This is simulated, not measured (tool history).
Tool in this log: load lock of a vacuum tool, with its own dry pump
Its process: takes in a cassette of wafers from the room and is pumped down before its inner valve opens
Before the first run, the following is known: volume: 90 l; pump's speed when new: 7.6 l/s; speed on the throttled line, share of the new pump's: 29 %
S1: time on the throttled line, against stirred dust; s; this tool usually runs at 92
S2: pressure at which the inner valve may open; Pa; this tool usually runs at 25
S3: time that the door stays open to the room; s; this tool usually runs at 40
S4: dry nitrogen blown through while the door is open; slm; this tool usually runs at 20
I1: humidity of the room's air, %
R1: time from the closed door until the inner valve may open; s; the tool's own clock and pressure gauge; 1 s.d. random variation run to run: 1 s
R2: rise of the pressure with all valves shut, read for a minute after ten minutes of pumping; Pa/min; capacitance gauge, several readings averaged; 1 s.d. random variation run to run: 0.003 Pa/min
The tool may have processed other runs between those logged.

run 1 hour=0 | S1=92 S2=25 S3=40 S4=20 | I1=42.9 | R1=162.3 R2=0.108
run 2 hour=79.9 | S1=92 S2=25 S3=40 S4=20 | I1=43.8 | R1=164.6 R2=0.104
run 3 hour=184.7 | S1=92 S2=25 S3=41 S4=20 | I1=45 | R1=164 R2=0.112
run 4 hour=280 | S1=92 S2=25 S3=41 S4=20 | I1=43.6 | R1=165 R2=0.118
run 5 hour=418.1 | S1=69 S2=25 S3=41 S4=20 | I1=45.4 | R1=147.6 R2=0.123
run 6 hour=534.2 | S1=92 S2=24 S3=40 S4=20 | I1=44.6 | R1=165.8 R2=0.122
run 7 hour=647.9 | S1=92 S2=24 S3=40 S4=20 | I1=48.6 | R1=164.9 R2=0.123
run 8 hour=737.9 | S1=92 S2=25 S3=79 S4=33 | I1=46.1 | R1=166.1 R2=0.133
run 9 hour=878 | S1=92 S2=27 S3=104 S4=20 | I1=42.1 | R1=164.1 R2=0.15
run 10 hour=963.8 | S1=92 S2=27 S3=104 S4=20 | I1=46.8 | R1=164.1 R2=0.151
run 11 hour=1073.6 | S1=92 S2=27 S3=104 S4=20 | I1=46.1 | R1=162.8 R2=0.152
run 12 hour=1148.4 | S1=127 S2=19 S3=104 S4=20 | I1=45.7 | R1=191.9 R2=0.159
run 13 hour=1296.1 | S1=61 S2=25 S3=40 S4=20 | I1=44.8 | R1=143.4 R2=0.148

Expected results for the next run?
run 14 hour=1446.7 | S1=180 S2=25 S3=28 S4=20 | I1=44.4 | R1=? R2=?

R1: 229 s
R2: 0.154 Pa/min
Without the tool's hidden state the same run would have given R1 227.1 s, R2 0.027 Pa/min.
